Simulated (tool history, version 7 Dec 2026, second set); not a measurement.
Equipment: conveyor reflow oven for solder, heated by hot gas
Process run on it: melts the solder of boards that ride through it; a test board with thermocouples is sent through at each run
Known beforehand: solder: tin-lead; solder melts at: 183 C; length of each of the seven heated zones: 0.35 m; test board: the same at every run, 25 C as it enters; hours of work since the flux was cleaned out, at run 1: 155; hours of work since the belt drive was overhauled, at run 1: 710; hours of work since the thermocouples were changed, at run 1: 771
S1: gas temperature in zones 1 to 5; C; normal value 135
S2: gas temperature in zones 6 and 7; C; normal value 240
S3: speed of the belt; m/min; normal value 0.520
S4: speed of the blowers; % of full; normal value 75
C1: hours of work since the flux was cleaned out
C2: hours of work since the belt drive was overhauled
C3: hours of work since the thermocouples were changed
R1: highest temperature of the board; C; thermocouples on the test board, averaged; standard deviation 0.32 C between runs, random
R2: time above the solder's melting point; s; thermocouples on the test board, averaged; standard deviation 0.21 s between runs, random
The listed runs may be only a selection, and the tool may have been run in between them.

Run 1, day 0.000: usual settings; C1 155; C2 710; C3 771. Result: R1 223.1 C, R2 65.3 s.
Run 2, day 1.596: usual settings but S4 53 % of full; C1 183; C2 738; C3 799. Result: R1 218.6 C, R2 61.1 s.
Run 3, day 2.329: usual settings but S4 53 % of full; C1 196; C2 750; C3 812. Result: R1 218.3 C, R2 61.3 s.
Run 4, day 3.146: usual settings but S1 134 C; C1 210; C2 765; C3 826. Result: R1 222.3 C, R2 64.5 s.
Run 5, day 4.629: usual settings but S1 134 C; C1 236; C2 791; C3 852. Result: R1 221.6 C, R2 64.2 s.
Run 6, day 5.921: usual settings but S2 255 C; C1 259; C2 813; C3 875. Result: R1 235.6 C, R2 73.1 s.
Run 7, day 7.200: usual settings but S2 255 C; C1 281; C2 835; C3 897. Result: R1 235.0 C, R2 73.2 s.
Run 8, day 8.529: usual settings; C1 304; C2 859; C3 920. Result: R1 221.1 C, R2 64.9 s.
Run 9, day 10.088: usual settings; C1 331; C2 886; C3 947. Result: R1 221.2 C, R2 64.2 s.
Run 10, day 10.742: usual settings; C1 343; C2 897; C3 959. Result: R1 221.1 C, R2 64.1 s.
Run 11, day 11.667: usual settings but S3 0.496 m/min; C1 359; C2 913; C3 975. Result: R1 222.3 C, R2 68.0 s.
Run 12, day 12.517: usual settings but S1 127 C; C1 374; C2 928; C3 990. Result: R1 219.2 C, R2 59.9 s.
Run 13, day 13.562: usual settings but S1 134 C, S3 0.482 m/min; C1 392; C2 946; C3 1008. Result: R1 223.3 C, R2 70.6 s.
Run 14, day 14.233: usual settings but S1 134 C, S3 0.482 m/min; C1 404; C2 958; C3 1020. Result: R1 222.6 C, R2 70.6 s.
Run 15, day 15.671: usual settings but S1 134 C, S3 0.471 m/min, S4 73 % of full; C1 429; C2 983; C3 1045. Result: R1 222.5 C, R2 72.6 s.

Forecast run 16:
At day 15.967: flux residue cleaned out of gas plates and filters.
Run 16, day 16.883: usual settings but S1 124 C, S3 0.425 m/min, S4 70 % of full; C1 16; C2 1001; C3 1062. Result: R1 ?, R2 ?.

{"run 16": {"R1": 222.1, "R2": 76.3}}
Take away the tool's hidden state, keep the run-to-run variation as it was, and the same run would have given R1 229.0 C, R2 80.5 s.

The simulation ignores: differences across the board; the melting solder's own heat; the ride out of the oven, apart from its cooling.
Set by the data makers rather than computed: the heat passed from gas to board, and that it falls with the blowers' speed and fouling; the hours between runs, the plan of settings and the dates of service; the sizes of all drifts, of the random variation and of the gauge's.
